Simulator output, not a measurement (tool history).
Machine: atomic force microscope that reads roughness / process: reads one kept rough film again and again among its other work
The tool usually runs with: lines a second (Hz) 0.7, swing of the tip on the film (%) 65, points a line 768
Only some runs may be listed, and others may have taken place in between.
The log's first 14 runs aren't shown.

run,hour,lines a second (Hz),swing of the tip on the film (%),points a line,pictures with this tip,hours of work since the height scale was calibrated,roughness of the kept film (nm (root mean square))
15,352.9,0.7,65,493,158,501,1.651
16,370.9,0.7,65,493,202,515,1.639
17,399.7,0.7,65,699,272,536,1.612
18,428.4,2.042,65,768,341,557,1.515
# hour 433.4: new tip fitted
19,458.9,0.7,65,405,62,580,1.681
20,483.5,0.7,65,768,122,598,1.679
21,498.2,0.833,65,768,158,609,1.653
22,531.4,0.833,65,768,239,634,1.618
23,554,0.833,65,768,294,651,1.596
24,568.1,0.7,65,768,328,662,1.6
# hour 578: new tip fitted
25,585.7,0.7,65,768,19,674,1.709
26,618.3,3.807,65,768,98,699,1.507
27,634,0.525,83,768,136,710,1.637
28,653.8,1.922,64,768,184,725,1.591
29,681.9,1.922,66,768,253,746,1.564
30,701.7,1.922,66,440,301,761,1.534
31,717.2,0.7,58,341,339,773,1.605
# hour 723: new tip fitted
32,744.1,0.681,89,591,52,792,1.606
33,771.5,2.136,62,528,119,813,1.615
34,789.3,1.247,56,309,162,826,1.649
35,822.9,1.838,55,880,244,851,1.622
36,845.1,0.7,58,768,297,868,1.64
37,858.8,0.651,62,356,331,878,1.605
# hour 868: new tip fitted
38,887.6,0.991,65,768,48,899,1.691
39,911.1,0.7,63,768,105,917,1.698

Run 40 has not been measured yet. What should we expect?
40,938.5,0.7,63,768,172,937,?

roughness of the kept film (nm (root mean square)): 1.665
Minus the tool's unlogged condition, the same run would have read roughness of the kept film (nm (root mean square)) 1.722.
